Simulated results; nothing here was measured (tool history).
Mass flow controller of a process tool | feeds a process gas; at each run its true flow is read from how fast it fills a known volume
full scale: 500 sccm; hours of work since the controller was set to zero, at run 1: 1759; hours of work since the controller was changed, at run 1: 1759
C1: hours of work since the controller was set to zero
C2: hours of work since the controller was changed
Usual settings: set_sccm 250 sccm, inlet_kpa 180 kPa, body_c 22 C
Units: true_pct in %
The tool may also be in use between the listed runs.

Run 1, hour 0.0: usual settings; C1 1759; C2 1759. Result: true_pct 99.32 %.
Run 2, hour 67.5: usual settings but set_sccm 169 sccm; C1 1787; C2 1787. Result: true_pct 98.72 %.
Run 3, hour 120.7: usual settings; C1 1809; C2 1809. Result: true_pct 99.36 %.
Run 4, hour 229.5: usual settings; C1 1855; C2 1855. Result: true_pct 99.37 %.
Run 5, hour 296.7: usual settings; C1 1883; C2 1883. Result: true_pct 99.36 %.
Run 6, hour 400.7: usual settings; C1 1927; C2 1927. Result: true_pct 99.25 %.
Run 7, hour 506.6: usual settings; C1 1972; C2 1972. Result: true_pct 99.22 %.
Run 8, hour 605.4: usual settings but body_c 25 C; C1 2013; C2 2013. Result: true_pct 98.97 %.
Run 9, hour 691.5: usual settings but set_sccm 293 sccm; C1 2049; C2 2049. Result: true_pct 99.57 %.
Run 10, hour 774.0: usual settings but set_sccm 293 sccm; C1 2084; C2 2084. Result: true_pct 99.59 %.
Run 11, hour 819.8: usual settings but inlet_kpa 157 kPa; C1 2103; C2 2103. Result: true_pct 99.35 %.
Run 12, hour 918.5: usual settings; C1 2145; C2 2145. Result: true_pct 99.39 %.
Run 13, hour 995.9: usual settings but body_c 27 C; C1 2177; C2 2177. Result: true_pct 98.67 %.
Run 14, hour 1093.8: usual settings but body_c 27 C; C1 2218; C2 2218. Result: true_pct 98.78 %.
Run 15, hour 1200.5: usual settings but inlet_kpa 169 kPa; C1 2263; C2 2263. Result: true_pct 99.50 %.
Run 16, hour 1262.4: usual settings but inlet_kpa 169 kPa; C1 2289; C2 2289. Result: true_pct 99.31 %.
Run 17, hour 1341.4: usual settings but inlet_kpa 169 kPa; C1 2322; C2 2322. Result: true_pct 99.36 %.
Run 18, hour 1390.8: usual settings but set_sccm 221 sccm, inlet_kpa 191 kPa, body_c 29 C; C1 2343; C2 2343. Result: true_pct 98.29 %.
Run 19, hour 1466.9: usual settings but set_sccm 114 sccm, inlet_kpa 178 kPa, body_c 30 C; C1 2375; C2 2375. Result: true_pct 97.13 %.
Run 20, hour 1563.9: usual settings but set_sccm 114 sccm, inlet_kpa 178 kPa, body_c 30 C; C1 2416; C2 2416. Result: true_pct 97.11 %.
Run 21, hour 1652.5: usual settings but set_sccm 298 sccm, inlet_kpa 260 kPa, body_c 24 C; C1 2453; C2 2453. Result: true_pct 99.26 %.
Run 22, hour 1724.5: usual settings but set_sccm 140 sccm, inlet_kpa 247 kPa, body_c 38 C; C1 2483; C2 2483. Result: true_pct 96.31 %.
Run 23, hour 1816.4: usual settings but set_sccm 140 sccm, inlet_kpa 247 kPa, body_c 38 C; C1 2522; C2 2522. Result: true_pct 96.32 %.
Run 24, hour 1890.4: usual settings but inlet_kpa 260 kPa, body_c 35 C; C1 2553; C2 2553. Result: true_pct 97.41 %.
Run 25, hour 1958.0: usual settings but set_sccm 441 sccm, inlet_kpa 188 kPa, body_c 35 C; C1 2582; C2 2582. Result: true_pct 98.91 %.
Run 26, hour 2006.4: usual settings but set_sccm 441 sccm, inlet_kpa 188 kPa, body_c 35 C; C1 2602; C2 2602. Result: true_pct 98.96 %.
Run 27, hour 2057.9: usual settings but set_sccm 377 sccm, inlet_kpa 225 kPa; C1 2624; C2 2624. Result: true_pct 99.87 %.
Run 28, hour 2154.2: usual settings but set_sccm 66 sccm, inlet_kpa 235 kPa, body_c 29 C; C1 2664; C2 2664. Result: true_pct 95.39 %.
Run 29, hour 2245.7: usual settings but set_sccm 125 sccm, inlet_kpa 173 kPa, body_c 35 C; C1 2702; C2 2702. Result: true_pct 96.65 %.
Run 30, hour 2306.0: usual settings but set_sccm 235 sccm, inlet_kpa 203 kPa; C1 2728; C2 2728. Result: true_pct 99.11 %.
Run 31, hour 2364.1: usual settings but set_sccm 235 sccm, inlet_kpa 203 kPa; C1 2752; C2 2752. Result: true_pct 99.18 %.
Run 32, hour 2436.4: usual settings but set_sccm 235 sccm, inlet_kpa 203 kPa; C1 2783; C2 2783. Result: true_pct 99.12 %.
Run 33, hour 2487.8: usual settings but set_sccm 235 sccm, inlet_kpa 203 kPa; C1 2804; C2 2804. Result: true_pct 99.19 %.

4 ways to go on from here, each from the tool as it stands after run 33. What would each give?
Run A, hour 2596.0: usual settings but set_sccm 276 sccm, inlet_kpa 168 kPa, body_c 24 C; C1 2850; C2 2850. Result: true_pct ?.
Run B, hour 2596.0: usual settings but set_sccm 192 sccm, inlet_kpa 175 kPa, body_c 24 C; C1 2850; C2 2850. Result: true_pct ?.
Run C, hour 2596.0: usual settings but set_sccm 235 sccm, inlet_kpa 174 kPa, body_c 32 C; C1 2850; C2 2850. Result: true_pct ?.
Run D, hour 2596.0: usual settings but set_sccm 277 sccm, inlet_kpa 250 kPa, body_c 25 C; C1 2850; C2 2850. Result: true_pct ?.

run  true_pct
  A     99.31
  B     98.64
  C     98.12
  D     98.86
Without the tool's hidden state the same runs would have given:
run  true_pct
  A     99.32
  B     98.97
  C     98.25
  D     98.87

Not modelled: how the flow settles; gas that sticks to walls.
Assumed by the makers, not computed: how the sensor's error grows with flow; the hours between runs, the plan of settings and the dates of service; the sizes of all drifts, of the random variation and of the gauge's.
